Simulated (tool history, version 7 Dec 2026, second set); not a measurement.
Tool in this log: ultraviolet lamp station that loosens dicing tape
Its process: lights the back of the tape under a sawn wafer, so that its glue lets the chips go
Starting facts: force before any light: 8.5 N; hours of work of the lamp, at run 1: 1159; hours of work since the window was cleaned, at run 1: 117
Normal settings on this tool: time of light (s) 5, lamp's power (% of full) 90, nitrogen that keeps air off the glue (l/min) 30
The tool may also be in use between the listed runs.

run	day	time of light (s)	lamp's power (% of full)	nitrogen that keeps air off the glue (l/min)	hours of work of the lamp	hours of work since the window was cleaned	force that peels the tape off (N)	light that reached the tape (mJ/cm2)
1	0.000	5	90	30	1159	117	0.563	459
2	2.396	5	90	30	1194	151	0.609	436
3	4.233	5	90	30	1220	178	0.601	425
4	5.479	5	90	30	1238	196	0.640	421
# day 6.408: window cleaned of glue's vapour
5	7.612	5	90	30	1268	17	0.688	397
6	8.750	5	90	30	1285	34	0.722	394
7	10.629	5	100	30	1312	61	0.637	435
8	11.958	5	100	30	1331	80	0.662	415
9	12.992	5	61	30	1346	95	1.601	251
10	14.562	5	61	30	1369	117	1.646	245
11	16.138	2	61	30	1391	140	4.579	96
12	18.271	2	61	30	1422	171	4.502	97
13	19.762	4	67	32	1444	192	2.250	198
# day 21.075: window cleaned of glue's vapour, once more
14	22.162	6	92	13	1478	16	0.588	528
15	23.596	6	92	13	1498	36	0.646	524
16	25.767	6	92	13	1530	68	0.635	509
17	27.958	9	89	14	1561	99	0.353	712
18	30.175	4	90	12	1593	131	1.580	311
19	31.825	7	90	9	1617	155	0.691	532
20	33.454	8	76	13	1640	178	0.689	498
21	35.092	8	94	56	1664	202	0.308	605
# day 35.621: window cleaned of glue's vapour
22	37.662	8	94	56	1701	29	0.295	654
23	38.996	9	74	27	1720	49	0.383	569
24	40.254	5	78	9	1738	67	1.577	332

Here are 3 independent what-if runs from the current tool condition. What would each one return?
A	41.679	8	88	9	1759	87	?	?
B	41.679	5	80	30	1759	87	?	?
C	41.679	5	74	27	1759	87	?	?

run	force that peels the tape off (N)	light that reached the tape (mJ/cm2)
A	0.608	582
B	1.012	332
C	1.209	312
Without the tool's unlogged condition, the same runs would have read:
run	force that peels the tape off (N)	light that reached the tape (mJ/cm2)
A	0.277	1044
B	0.364	593
C	0.412	557
